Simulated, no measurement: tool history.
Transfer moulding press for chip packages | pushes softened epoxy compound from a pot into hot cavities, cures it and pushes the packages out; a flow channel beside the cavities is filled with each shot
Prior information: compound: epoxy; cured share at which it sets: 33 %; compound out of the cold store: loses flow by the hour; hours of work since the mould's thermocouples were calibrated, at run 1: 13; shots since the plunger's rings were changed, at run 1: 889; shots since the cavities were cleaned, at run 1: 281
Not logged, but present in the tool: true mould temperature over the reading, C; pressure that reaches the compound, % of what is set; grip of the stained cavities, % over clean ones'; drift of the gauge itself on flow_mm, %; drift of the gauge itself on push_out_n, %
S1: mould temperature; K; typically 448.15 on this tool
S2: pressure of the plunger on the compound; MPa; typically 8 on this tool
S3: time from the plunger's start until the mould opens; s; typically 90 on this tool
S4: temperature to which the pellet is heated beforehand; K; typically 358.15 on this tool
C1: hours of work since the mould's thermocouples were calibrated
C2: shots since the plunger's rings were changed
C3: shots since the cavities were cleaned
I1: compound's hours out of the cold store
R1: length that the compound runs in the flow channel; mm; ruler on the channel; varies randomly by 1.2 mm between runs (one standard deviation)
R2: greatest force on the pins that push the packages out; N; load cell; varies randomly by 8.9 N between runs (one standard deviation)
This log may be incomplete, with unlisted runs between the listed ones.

run,hour,S1,S2,S3,S4,C1,C2,C3,I1,R1,R2
1,0,448.15,8,90,358.15,13,889,281,20.2,965,544
2,7.6,448.15,6.21,90,358.15,16,950,342,16.2,859,585
3,24.9,448.15,6.21,90,358.15,24,1090,482,38.8,816,596
4,39.5,448.15,8,90,358.15,31,1207,599,23.1,957,640
5,46.9,448.15,8,90,358.15,34,1267,659,25,952,654
6,56.9,448.15,8,90,358.15,39,1348,740,44.8,909,639
7,74.9,448.15,8,90,358.15,47,1494,886,15.3,973,691
8,92.2,448.15,8,90,358.15,55,1633,1025,39.5,917,666
9,107.7,448.15,8,90,358.15,62,1758,1150,36.7,923,710
# hour 114.9: cavities cleaned with cleaning compound and waxed
10,121.2,448.15,6.42,90,358.15,68,1856,51,44.9,811,762
11,133.4,448.15,6.79,90,358.15,73,1954,149,10.9,898,770
# hour 142.8: cavities cleaned with cleaning compound and waxed, once more
12,144.9,448.15,8,90,363.15,78,2035,17,46.5,901,386
13,161,448.15,8,90,358.15,85,2164,146,47.9,897,473
14,172.3,448.15,8,90,358.15,90,2256,238,30.1,932,510
15,187.8,455.15,6.39,114,352.15,97,2381,363,19.6,836,404
16,205.4,448.15,6.24,90,358.15,105,2523,505,9.8,861,604
17,214.9,446.15,6.91,130,350.15,110,2600,582,11,912,467
18,224.7,446.15,8.16,124,350.15,114,2679,661,32.6,941,465
19,233.4,446.15,8.16,116,350.15,118,2750,732,40.7,924,512
# hour 243.4: plunger's sealing rings changed
20,249.1,455.15,8.16,98,350.15,124,46,838,45.4,912,468
21,261.9,444.15,6.1,87,364.15,130,150,942,41.9,820,907
22,273.5,444.15,6.1,87,364.15,135,243,1035,9.7,881,978
23,285.1,448.15,9.48,90,362.15,141,337,1129,15.1,1075,692
# hour 295.1: cavities cleaned with cleaning compound and waxed
24,300.8,446.15,7.8,90,353.15,147,452,46,9.2,991,504
25,310,450.15,8,83,348.15,151,526,120,25.2,955,500
26,320.2,448.15,8,89,358.15,156,609,203,15.6,978,516
27,334.9,454.15,9.57,85,360.15,163,727,321,28.8,1019,455
28,343.1,448.15,9.57,85,360.15,167,793,387,24.9,1047,624

Below are 5 alternative next runs, each starting from the tool's condition after run 28. Predict each:
A,360.9,441.15,9.57,110,367.15,175,937,531,21.5,?,?
B,360.9,452.15,8,90,358.15,175,937,531,22.4,?,?
C,360.9,452.15,7.51,85,360.15,175,937,531,44.7,?,?
D,360.9,448.15,8,87,358.15,175,937,531,25.6,?,?
E,360.9,448.15,9.57,85,362.15,175,937,531,9,?,?

run,R1,R2
A,1082,671
B,951,495
C,875,520
D,956,652
E,1085,675
Without the tool's hidden state the same runs would have given:
run,R1,R2
A,1093,448
B,960,329
C,884,343
D,966,435
E,1096,449
